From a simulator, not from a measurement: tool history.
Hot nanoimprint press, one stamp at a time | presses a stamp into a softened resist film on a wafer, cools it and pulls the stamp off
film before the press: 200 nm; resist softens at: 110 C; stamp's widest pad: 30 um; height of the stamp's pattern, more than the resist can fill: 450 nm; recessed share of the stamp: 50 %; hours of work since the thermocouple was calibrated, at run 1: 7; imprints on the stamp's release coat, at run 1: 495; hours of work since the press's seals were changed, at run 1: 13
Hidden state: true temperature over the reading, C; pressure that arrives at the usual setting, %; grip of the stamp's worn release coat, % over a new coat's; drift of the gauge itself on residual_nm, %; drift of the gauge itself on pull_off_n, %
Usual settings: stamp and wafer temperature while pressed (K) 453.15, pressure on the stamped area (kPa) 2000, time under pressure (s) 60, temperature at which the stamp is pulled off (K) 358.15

run	hour	stamp and wafer temperature while pressed (K)	pressure on the stamped area (kPa)	time under pressure (s)	temperature at which the stamp is pulled off (K)	hours of work since the thermocouple was calibrated	imprints on the stamp's release coat	hours of work since the press's seals were changed	resist left under the stamp's widest pad (nm)	greatest force while the stamp is pulled off (N)
1	0	453.15	2000	60	358.15	7	495	13	94.4	216
2	11.7	453.15	2000	60	358.15	12	534	19	94.1	217
3	19.6	453.15	2000	60	358.15	15	560	22	94.2	219
4	26.4	453.15	2000	60	358.15	19	583	25	94.2	207
5	38.2	453.15	2000	60	358.15	24	622	31	94.4	208
6	48.4	453.15	2000	60	358.15	29	655	35	94.2	206
7	54.7	453.15	2000	60	358.15	31	676	38	94.3	210
8	67.4	453.15	2000	60	358.15	37	718	44	94.3	212
9	74	460.15	2000	60	358.15	40	740	47	72.6	204
10	85.7	460.15	2000	60	358.15	45	779	52	72.7	218
11	93.4	453.15	2000	60	358.15	49	804	56	94.5	205
12	101.2	453.15	2000	60	358.15	52	830	59	94.4	198
13	106.8	453.15	2000	60	358.15	55	849	62	94.6	214
14	115.5	453.15	1270	60	358.15	59	877	66	113.3	210
15	123.8	453.15	1270	60	358.15	63	905	70	113.4	212
16	131.8	448.15	1800	60	358.15	66	931	73	117.5	213
17	137.9	448.15	1640	78	358.15	69	952	76	111.9	212
18	148	448.15	1610	36	358.15	74	985	81	141	211

The next listed run, before its measurement:
19	153.6	453.15	2000	60	343.15	76	1003	83	?	?

{"run 19": {"resist left under the stamp's widest pad (nm)": 94.5, "greatest force while the stamp is pulled off (N)": 242}}
Without the tool's hidden state the same run would have given resist left under the stamp's widest pad (nm) 94.5, greatest force while the stamp is pulled off (N) 240.
